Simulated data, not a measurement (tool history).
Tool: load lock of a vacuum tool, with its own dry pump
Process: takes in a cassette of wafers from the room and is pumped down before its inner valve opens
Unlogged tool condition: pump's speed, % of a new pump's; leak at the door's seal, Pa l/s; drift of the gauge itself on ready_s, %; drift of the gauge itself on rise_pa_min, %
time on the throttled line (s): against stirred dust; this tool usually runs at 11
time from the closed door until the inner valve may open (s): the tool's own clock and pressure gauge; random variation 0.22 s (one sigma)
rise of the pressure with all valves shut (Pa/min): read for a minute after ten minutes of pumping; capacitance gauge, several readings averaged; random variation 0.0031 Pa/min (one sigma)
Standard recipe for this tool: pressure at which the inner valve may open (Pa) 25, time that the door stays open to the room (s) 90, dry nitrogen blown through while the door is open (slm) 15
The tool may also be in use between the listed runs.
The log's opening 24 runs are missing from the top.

run,day,time on the throttled line (s),pressure at which the inner valve may open (Pa),time that the door stays open to the room (s),dry nitrogen blown through while the door is open (slm),hours that the pump has run since its overhaul,times that the door has closed on its seal,"incoming humidity of the room's air, %",time from the closed door until the inner valve may open (s),rise of the pressure with all valves shut (Pa/min)
25,143.479,9,32,120,5,5552,46754,46.8,17.0,0.367
26,149.654,9,32,120,5,5700,47192,46.5,16.9,0.368
27,155.004,9,32,84,29,5828,47572,47.3,16.9,0.297
28,161.938,7,25,99,5,5995,48065,47.1,15.9,0.369
29,168.638,13,25,90,15,6155,48541,44.1,21.1,0.322
30,176.671,6,21,90,15,6348,49111,43.9,15.2,0.329
31,181.571,6,21,161,12,6466,49459,46.3,15.5,0.388
32,188.962,6,21,161,12,6643,49984,44.1,15.4,0.373
33,197.492,7,49,44,27,6848,50590,45.0,15.0,0.300
34,204.912,16,36,90,15,7026,51117,47.0,22.4,0.347
35,210.108,15,26,90,15,7151,51486,46.9,22.1,0.354
36,214.092,11,30,111,42,7246,51769,44.8,19.0,0.321

3 options for the next run, each taken on its own from the tool as it stands now. Forecast them:
A,220.762,11,30,111,6,7406,52242,42.8,?,?
B,220.762,9,23,90,15,7406,52242,44.2,?,?
C,220.762,8,22,210,15,7406,52242,41.5,?,?

run,time from the closed door until the inner valve may open (s),rise of the pressure with all valves shut (Pa/min)
A,18.6,0.393
B,17.7,0.362
C,17.1,0.405
Had the tool no hidden state, the same runs would have come out as:
run,time from the closed door until the inner valve may open (s),rise of the pressure with all valves shut (Pa/min)
A,18.2,0.125
B,17.3,0.093
C,16.7,0.137
